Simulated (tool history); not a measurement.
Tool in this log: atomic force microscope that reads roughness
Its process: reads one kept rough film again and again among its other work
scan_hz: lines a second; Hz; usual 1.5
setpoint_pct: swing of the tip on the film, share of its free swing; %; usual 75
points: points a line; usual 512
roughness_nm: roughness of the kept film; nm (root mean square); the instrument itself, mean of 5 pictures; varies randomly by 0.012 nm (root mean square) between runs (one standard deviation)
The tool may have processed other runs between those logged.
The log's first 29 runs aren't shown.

run,hour,scan_hz,setpoint_pct,points,roughness_nm
30,540.6,1.5,75,478,2.035
31,552.7,1.5,75,478,2.002
# hour 563.9: new tip fitted
32,570.2,1.5,73,512,2.757
33,594.1,1.5,73,512,2.668
# hour 597.2: height scale calibrated on a step standard, once more
34,607.8,1.5,73,512,2.634
35,631.6,1.82,73,397,2.508
36,643.2,1.82,66,397,2.54
37,659.9,1.5,55,300,2.527
38,670.5,1.1,75,512,2.455
39,686,1.1,75,512,2.393
40,705.9,1.5,78,527,2.297
41,724.1,0.71,80,512,2.334
42,743.9,1.48,77,401,2.219
43,764.7,1.48,77,401,2.147
44,775.9,1.48,77,401,2.13
45,797.5,1.48,77,401,2.088
46,819.2,3.26,79,714,1.882
47,835.6,1.5,90,265,1.87
# hour 846.3: new tip fitted
48,859.7,1.5,75,290,2.666
49,875.5,1.75,75,318,2.61
50,891.3,1.98,68,395,2.587
51,908.6,1.75,75,512,2.493
52,921.7,1.75,75,512,2.461

3 ways to go on from here, each from the tool as it stands after run 52. What would each give?
A,939.6,1.55,61,272,?
B,939.6,2.79,75,512,?
C,939.6,1.75,75,272,?

run,roughness_nm
A,2.483
B,2.314
C,2.367
With the hidden condition removed and each run's random variation left untouched, the same runs would have given:
run,roughness_nm
A,2.849
B,2.656
C,2.717
